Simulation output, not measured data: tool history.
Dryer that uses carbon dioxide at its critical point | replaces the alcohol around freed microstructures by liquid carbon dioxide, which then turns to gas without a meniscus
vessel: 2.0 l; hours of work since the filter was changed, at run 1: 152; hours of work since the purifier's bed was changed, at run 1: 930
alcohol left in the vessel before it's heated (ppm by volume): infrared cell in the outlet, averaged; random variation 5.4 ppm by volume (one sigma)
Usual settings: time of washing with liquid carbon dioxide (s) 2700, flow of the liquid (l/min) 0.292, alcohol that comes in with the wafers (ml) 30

run,day,time of washing with liquid carbon dioxide (s),flow of the liquid (l/min),alcohol that comes in with the wafers (ml),hours of work since the filter was changed,hours of work since the purifier's bed was changed,alcohol left in the vessel before it's heated (ppm by volume)
1,0.000,2700,0.292,30,152,930,179
2,1.608,2700,0.292,30,181,959,182
3,2.696,2700,0.410,30,201,979,69
4,3.721,2700,0.410,30,220,997,57
5,5.671,2700,0.410,30,255,1033,65
6,7.388,2700,0.292,90,286,1064,501
7,8.892,2700,0.292,90,313,1091,507
8,10.179,2700,0.292,30,336,1114,210
9,11.783,2700,0.292,30,365,1143,209
# day 13.467: inlet filter changed
10,13.700,2700,0.292,30,4,1177,188
11,15.704,2700,0.292,30,40,1213,174
# day 16.446: purifier's bed changed
12,16.733,2700,0.292,30,57,5,138
13,17.658,2700,0.292,30,73,22,138
14,19.021,2700,0.292,30,98,46,147
15,20.483,1680,0.180,58,124,73,4502
16,22.133,1680,0.180,58,154,103,4657
17,23.600,1680,0.180,58,181,129,4715
18,25.392,1680,0.205,27,213,161,1704
19,26.492,4260,0.319,30,233,181,10
20,27.900,4260,0.319,30,258,207,25
21,28.762,2760,0.274,30,274,222,199
22,30.654,2760,0.274,30,308,256,199
23,31.512,3840,0.479,115,324,272,20
24,33.408,3840,0.479,115,358,306,17
25,34.588,1680,0.292,34,379,327,1026

3 ways to go on from here, each from the tool as it stands after run 25. What would each give?
# day 35.371: inlet filter changed
A,35.450,3960,0.312,64,1,342,?
# day 35.371: inlet filter changed
B,35.450,1680,0.310,34,1,342,?
# day 35.371: inlet filter changed
C,35.450,4260,0.289,21,1,342,?

run,alcohol left in the vessel before it's heated (ppm by volume)
A,38
B,751
C,20
Without the tool's hidden state the same runs would have given:
run,alcohol left in the vessel before it's heated (ppm by volume)
A,23
B,733
C,6
